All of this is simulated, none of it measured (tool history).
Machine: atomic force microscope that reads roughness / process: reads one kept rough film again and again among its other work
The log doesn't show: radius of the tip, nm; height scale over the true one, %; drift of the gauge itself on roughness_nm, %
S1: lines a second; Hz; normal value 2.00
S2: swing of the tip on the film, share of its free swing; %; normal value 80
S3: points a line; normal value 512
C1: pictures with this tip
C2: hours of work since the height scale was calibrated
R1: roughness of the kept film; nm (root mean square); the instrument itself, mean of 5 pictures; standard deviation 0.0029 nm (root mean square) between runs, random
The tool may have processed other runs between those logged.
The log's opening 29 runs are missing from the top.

run     day    S1  S2   S3   C1   C2     R1
 30  16.162  2.20  64  622  221  397  2.461
 31  16.679  1.51  80  428  236  405  2.322
 32  17.162  0.60  71  999  250  412  2.596
 33  17.546  2.00  80  856  261  418  2.220
 34  17.946  0.95  74  673  272  424  2.503
 35  18.700  0.95  74  673  294  436  2.505
 36  19.262  2.00  64  761  311  444  2.470
 37  19.629  2.00  80  422  321  450  2.204
 38  20.196  2.37  82  912  338  458  2.096
 39  21.004  2.37  64  912  361  471  2.420
     21.438  -- new tip fitted
 40  21.554  2.36  79  317    3  479  2.212
 41  22.092  3.68  61  512   19  487  2.424
 42  22.754  2.00  88  464   38  497  2.088
 43  23.479  3.29  60  805   59  508  2.468
 44  24.142  3.29  60  805   78  518  2.462
 45  24.829  3.29  60  718   98  528  2.457
 46  25.500  3.29  60  718  118  539  2.462
 47  26.192  2.00  56  512  138  549  2.594
 48  26.596  2.00  67  456  150  555  2.464
 49  27.375  2.00  67  456  172  567  2.459
 50  27.708  2.00  67  456  182  572  2.457
 51  28.100  2.00  64  891  193  578  2.503

Predict each of these 3 candidate next runs independently; none follows another, all start after run 51:
  A  28.496  2.42  62  512  205  584   ?
  B  28.496  2.31  60  355  205  584   ?
  C  28.496  2.00  70  494  205  584   ?

run     R1
  A  2.477
  B  2.514
  C  2.411
With the hidden condition removed and each run's random variation left untouched, the same runs would have given:
run     R1
  A  2.490
  B  2.527
  C  2.424
